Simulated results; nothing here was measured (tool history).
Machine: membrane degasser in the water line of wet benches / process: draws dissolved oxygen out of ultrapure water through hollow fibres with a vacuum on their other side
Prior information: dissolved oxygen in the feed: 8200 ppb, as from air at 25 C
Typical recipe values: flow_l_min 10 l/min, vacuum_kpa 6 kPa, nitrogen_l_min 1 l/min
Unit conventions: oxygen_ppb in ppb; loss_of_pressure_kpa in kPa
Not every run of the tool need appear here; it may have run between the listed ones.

Run 1, hour 0: usual settings. Result: oxygen_ppb 89.9 ppb, loss_of_pressure_kpa 34.03 kPa.
Run 2, hour 134: usual settings but flow_l_min 6 l/min. Result: oxygen_ppb 41.5 ppb, loss_of_pressure_kpa 20.58 kPa.
Run 3, hour 277.9: usual settings but flow_l_min 6 l/min. Result: oxygen_ppb 42.3 ppb, loss_of_pressure_kpa 20.5 kPa.
Run 4, hour 510: usual settings but flow_l_min 6 l/min. Result: oxygen_ppb 42.2 ppb, loss_of_pressure_kpa 20.56 kPa.
Run 5, hour 645.6: usual settings but flow_l_min 6 l/min. Result: oxygen_ppb 40.9 ppb, loss_of_pressure_kpa 20.21 kPa.
Run 6, hour 906.7: usual settings but nitrogen_l_min 0.56 l/min. Result: oxygen_ppb 135.8 ppb, loss_of_pressure_kpa 34 kPa.
Run 7, hour 1161.2: usual settings but vacuum_kpa 7.06 kPa. Result: oxygen_ppb 113.9 ppb, loss_of_pressure_kpa 33.73 kPa.
At hour 1238.8: vacuum gauge calibrated.
Run 8, hour 1322: usual settings but vacuum_kpa 7.06 kPa. Result: oxygen_ppb 115.5 ppb, loss_of_pressure_kpa 33.64 kPa.
Run 9, hour 1590: usual settings but vacuum_kpa 7.06 kPa. Result: oxygen_ppb 114.4 ppb, loss_of_pressure_kpa 33.89 kPa.
Run 10, hour 1702.7: usual settings. Result: oxygen_ppb 88.2 ppb, loss_of_pressure_kpa 33.94 kPa.
Run 11, hour 1877.8: usual settings. Result: oxygen_ppb 88.5 ppb, loss_of_pressure_kpa 33.63 kPa.
Run 12, hour 2117.1: usual settings but vacuum_kpa 14.78 kPa. Result: oxygen_ppb 292.1 ppb, loss_of_pressure_kpa 33.96 kPa.
Run 13, hour 2376.3: usual settings but vacuum_kpa 5.33 kPa. Result: oxygen_ppb 72.1 ppb, loss_of_pressure_kpa 33.48 kPa.
Run 14, hour 2522.5: usual settings but vacuum_kpa 6.01 kPa. Result: oxygen_ppb 90.3 ppb, loss_of_pressure_kpa 33.36 kPa.
Run 15, hour 2711.4: usual settings but vacuum_kpa 6.01 kPa. Result: oxygen_ppb 87.9 ppb, loss_of_pressure_kpa 33.18 kPa.
Run 16, hour 2942.9: usual settings but vacuum_kpa 6.01 kPa. Result: oxygen_ppb 89.6 ppb, loss_of_pressure_kpa 33.81 kPa.
Run 17, hour 3206.2: usual settings but vacuum_kpa 6.01 kPa. Result: oxygen_ppb 88.7 ppb, loss_of_pressure_kpa 33.33 kPa.
Run 18, hour 3325.2: usual settings but nitrogen_l_min 0.4 l/min. Result: oxygen_ppb 171.7 ppb, loss_of_pressure_kpa 33.14 kPa.
Run 19, hour 3556.7: usual settings but vacuum_kpa 4.88 kPa, nitrogen_l_min 0.51 l/min. Result: oxygen_ppb 96.4 ppb, loss_of_pressure_kpa 33.11 kPa.
Run 20, hour 3829.6: usual settings but vacuum_kpa 11.48 kPa. Result: oxygen_ppb 212 ppb, loss_of_pressure_kpa 33.07 kPa.
Run 21, hour 4061.4: usual settings but flow_l_min 14 l/min, vacuum_kpa 6.04 kPa, nitrogen_l_min 1.9 l/min. Result: oxygen_ppb 155.7 ppb, loss_of_pressure_kpa 46.51 kPa.
Run 22, hour 4226.9: usual settings but flow_l_min 15 l/min, vacuum_kpa 4.17 kPa, nitrogen_l_min 1.57 l/min. Result: oxygen_ppb 162.4 ppb, loss_of_pressure_kpa 49.55 kPa.
Run 23, hour 4422.7: usual settings but flow_l_min 11 l/min, vacuum_kpa 8.43 kPa, nitrogen_l_min 0.42 l/min. Result: oxygen_ppb 317.1 ppb, loss_of_pressure_kpa 36.11 kPa.
At hour 4532.5: gauge calibrated.
Run 24, hour 4666.5: usual settings but flow_l_min 7 l/min, vacuum_kpa 8.43 kPa, nitrogen_l_min 1.75 l/min. Result: oxygen_ppb 53.7 ppb, loss_of_pressure_kpa 23.79 kPa.
Run 25, hour 4812.6: usual settings but flow_l_min 9 l/min, vacuum_kpa 7.21 kPa, nitrogen_l_min 0.94 l/min. Result: oxygen_ppb 104.8 ppb, loss_of_pressure_kpa 30.54 kPa.
Run 26, hour 4999.8: usual settings but flow_l_min 9 l/min, vacuum_kpa 11.46 kPa, nitrogen_l_min 0.4 l/min. Result: oxygen_ppb 406.6 ppb, loss_of_pressure_kpa 30.59 kPa.
Run 27, hour 5136.2: usual settings but flow_l_min 14 l/min, vacuum_kpa 11.46 kPa, nitrogen_l_min 2.73 l/min. Result: oxygen_ppb 205.4 ppb, loss_of_pressure_kpa 47.5 kPa.
Run 28, hour 5400.2: usual settings but flow_l_min 11 l/min, nitrogen_l_min 0.44 l/min. Result: oxygen_ppb 188.5 ppb, loss_of_pressure_kpa 37.27 kPa.
Run 29, hour 5597.4: usual settings but flow_l_min 11 l/min, vacuum_kpa 9.66 kPa, nitrogen_l_min 0.44 l/min. Result: oxygen_ppb 376.2 ppb, loss_of_pressure_kpa 37.15 kPa.
At hour 5743.6: seals of the vacuum lines changed.
Run 30, hour 5866.4: usual settings but flow_l_min 11 l/min, vacuum_kpa 9.66 kPa, nitrogen_l_min 0.44 l/min. Result: oxygen_ppb 370.6 ppb, loss_of_pressure_kpa 37.08 kPa.
Run 31, hour 5985.9: usual settings but flow_l_min 11 l/min, vacuum_kpa 9.66 kPa, nitrogen_l_min 2.2 l/min. Result: oxygen_ppb 116.2 ppb, loss_of_pressure_kpa 37.11 kPa.
Run 32, hour 6152.7: usual settings but flow_l_min 14 l/min, nitrogen_l_min 0.81 l/min. Result: oxygen_ppb 213.7 ppb, loss_of_pressure_kpa 46.94 kPa.

Here are 3 independent what-if runs from the current tool condition. What would each one return?
Run A, hour 6348.3: usual settings but flow_l_min 8 l/min, vacuum_kpa 10.6 kPa, nitrogen_l_min 2.57 l/min. Result: oxygen_ppb ?, loss_of_pressure_kpa ?.
Run B, hour 6348.3: usual settings but flow_l_min 6 l/min, nitrogen_l_min 0.46 l/min. Result: oxygen_ppb ?, loss_of_pressure_kpa ?.
Run C, hour 6348.3: usual settings but flow_l_min 9 l/min, vacuum_kpa 5.53 kPa, nitrogen_l_min 1.7 l/min. Result: oxygen_ppb ?, loss_of_pressure_kpa ?.

run  oxygen_ppb  loss_of_pressure_kpa
  A        62.3                 26.99
  B        85.5                  20.3
  C        43.5                 30.18
With no hidden state in the tool, these same runs would have given:
run  oxygen_ppb  loss_of_pressure_kpa
  A        62.3                 27.31
  B        85.4                 20.53
  C        43.4                 30.53
